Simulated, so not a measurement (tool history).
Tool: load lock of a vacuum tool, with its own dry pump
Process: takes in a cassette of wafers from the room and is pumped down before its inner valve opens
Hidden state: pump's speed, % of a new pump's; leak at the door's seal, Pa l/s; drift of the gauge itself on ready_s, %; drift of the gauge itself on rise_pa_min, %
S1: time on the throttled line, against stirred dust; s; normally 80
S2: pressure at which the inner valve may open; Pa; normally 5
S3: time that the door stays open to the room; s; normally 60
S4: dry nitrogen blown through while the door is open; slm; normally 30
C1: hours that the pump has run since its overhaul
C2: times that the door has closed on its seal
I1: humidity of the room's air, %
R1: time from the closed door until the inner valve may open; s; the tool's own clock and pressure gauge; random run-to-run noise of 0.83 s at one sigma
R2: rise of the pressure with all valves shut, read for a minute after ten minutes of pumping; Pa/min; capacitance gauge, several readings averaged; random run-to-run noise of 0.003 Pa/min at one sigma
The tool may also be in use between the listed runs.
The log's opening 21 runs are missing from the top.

Run 22, hour 2565.1: usual settings but S1 110 s, S4 31 slm; C1 6666; C2 41030; I1 40.5. Result: R1 154.8 s, R2 0.019 Pa/min.
Run 23, hour 2677.3: usual settings but S1 81 s, S3 96 s; C1 6778; C2 41540; I1 48.6. Result: R1 128.6 s, R2 0.023 Pa/min.
Run 24, hour 2781.1: usual settings but S1 81 s, S3 96 s; C1 6882; C2 42012; I1 43.6. Result: R1 129.4 s, R2 0.029 Pa/min.
Run 25, hour 2952.3: usual settings but S1 126 s, S2 7 Pa, S3 138 s, S4 5 slm; C1 7053; C2 42791; I1 47.1. Result: R1 161.0 s, R2 0.075 Pa/min.
Run 26, hour 3138.1: usual settings but S1 78 s, S2 9 Pa, S3 72 s, S4 31 slm; C1 7239; C2 43635; I1 41.7. Result: R1 122.2 s, R2 0.023 Pa/min.
Run 27, hour 3261.9: usual settings but S1 82 s; C1 7363; C2 44199; I1 46.9. Result: R1 130.0 s, R2 0.024 Pa/min.
Run 28, hour 3385.3: usual settings but S1 71 s, S4 8 slm; C1 7486; C2 44760; I1 46.8. Result: R1 120.5 s, R2 0.039 Pa/min.
Run 29, hour 3489.4: usual settings but S1 71 s, S4 8 slm; C1 7591; C2 45234; I1 43.8. Result: R1 120.4 s, R2 0.038 Pa/min.
Run 30, hour 3603.0: usual settings but S2 8 Pa, S3 57 s; C1 7704; C2 45750; I1 46.2. Result: R1 125.7 s, R2 0.017 Pa/min.
Run 31, hour 3693.2: usual settings but S3 174 s; C1 7794; C2 46161; I1 41.9. Result: R1 128.5 s, R2 0.039 Pa/min.
Run 32, hour 3818.7: usual settings but S1 69 s, S2 9 Pa, S3 109 s, S4 8 slm; C1 7920; C2 46731; I1 43.8. Result: R1 115.9 s, R2 0.052 Pa/min.
Run 33, hour 3919.3: usual settings but S1 69 s, S2 9 Pa, S3 109 s, S4 8 slm; C1 8020; C2 47189; I1 48.2. Result: R1 115.2 s, R2 0.054 Pa/min.
Run 34, hour 4087.6: usual settings but S1 69 s, S2 9 Pa, S3 109 s, S4 39 slm; C1 8189; C2 47954; I1 46.1. Result: R1 116.2 s, R2 0.025 Pa/min.
Run 35, hour 4176.4: usual settings but S2 4 Pa, S4 45 slm; C1 8278; C2 48358; I1 46.0. Result: R1 130.0 s, R2 0.018 Pa/min.
Run 36, hour 4302.4: usual settings but S4 13 slm; C1 8404; C2 48931; I1 45.7. Result: R1 127.1 s, R2 0.031 Pa/min.

Alternative continuations, all from the tool just after run 36; predict every row:
Run A, hour 4426.1: usual settings but S1 59 s, S3 45 s, S4 13 slm; C1 8527; C2 49494; I1 41.9. Result: R1 ?, R2 ?.
Run B, hour 4426.1: usual settings but S1 135 s, S4 5 slm; C1 8527; C2 49494; I1 45.2. Result: R1 ?, R2 ?.
Run C, hour 4426.1: usual settings but S1 67 s, S3 124 s, S4 13 slm; C1 8527; C2 49494; I1 47.3. Result: R1 ?, R2 ?.
Run D, hour 4426.1: usual settings but S1 77 s, S2 8 Pa, S4 14 slm; C1 8527; C2 49494; I1 46.7. Result: R1 ?, R2 ?.
Run E, hour 4426.1: usual settings but S4 6 slm; C1 8527; C2 49494; I1 45.3. Result: R1 ?, R2 ?.

run     R1     R2
  A  112.4  0.027
  B  174.0  0.039
  C  117.3  0.050
  D  121.9  0.029
  E  128.5  0.039
The same runs, with their run-to-run variation unchanged, on a tool lacking any hidden condition would have given:
run     R1     R2
  A  112.4  0.025
  B  174.0  0.038
  C  117.3  0.048
  D  121.8  0.028
  E  128.4  0.037
